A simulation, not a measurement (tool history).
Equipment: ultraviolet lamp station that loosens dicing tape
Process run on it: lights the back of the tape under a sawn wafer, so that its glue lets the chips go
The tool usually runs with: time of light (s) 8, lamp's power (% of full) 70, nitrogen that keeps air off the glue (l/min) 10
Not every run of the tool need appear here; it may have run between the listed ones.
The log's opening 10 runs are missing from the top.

run     day  time of light (s)  lamp's power (% of full)  nitrogen that keeps air off the glue (l/min)  force that peels the tape off (N)  light that reached the tape (J/m2)
 11   4.471                  8                        69                                            10                              0.294                                3530
 12   5.088                  8                        69                                            10                              0.305                                3520
 13   5.442                  8                        70                                            10                              0.305                                3530
 14   6.025                  8                        70                                            10                              0.315                                3460
 15   6.562                  8                        70                                            10                              0.328                                3460
 16   6.942                  8                        70                                            10                              0.325                                3490
 17   7.238                  8                        70                                            10                              0.336                                3460
 18   7.712                  8                        70                                            10                              0.331                                3370
 19   8.008                  8                        70                                            10                              0.336                                3410
 20   8.546                  8                        70                                            10                              0.325                                3320
 21   9.054                  8                        70                                            10                              0.353                                3350
 22   9.417                  8                        70                                            10                              0.352                                3330
 23   9.738                  8                        70                                            10                              0.353                                3320
 24  10.275                  8                        70                                            10                              0.363                                3280

Run 25 comes next. What will it give?
 25  10.546                  8                        70                                            10                                  ?                                   ?

Run 25 yielded force that peels the tape off (N) 0.369, light that reached the tape (J/m2) 3200.
Had the tool carried no hidden state, the very same run would have given force that peels the tape off (N) 0.232, light that reached the tape (J/m2) 4070.
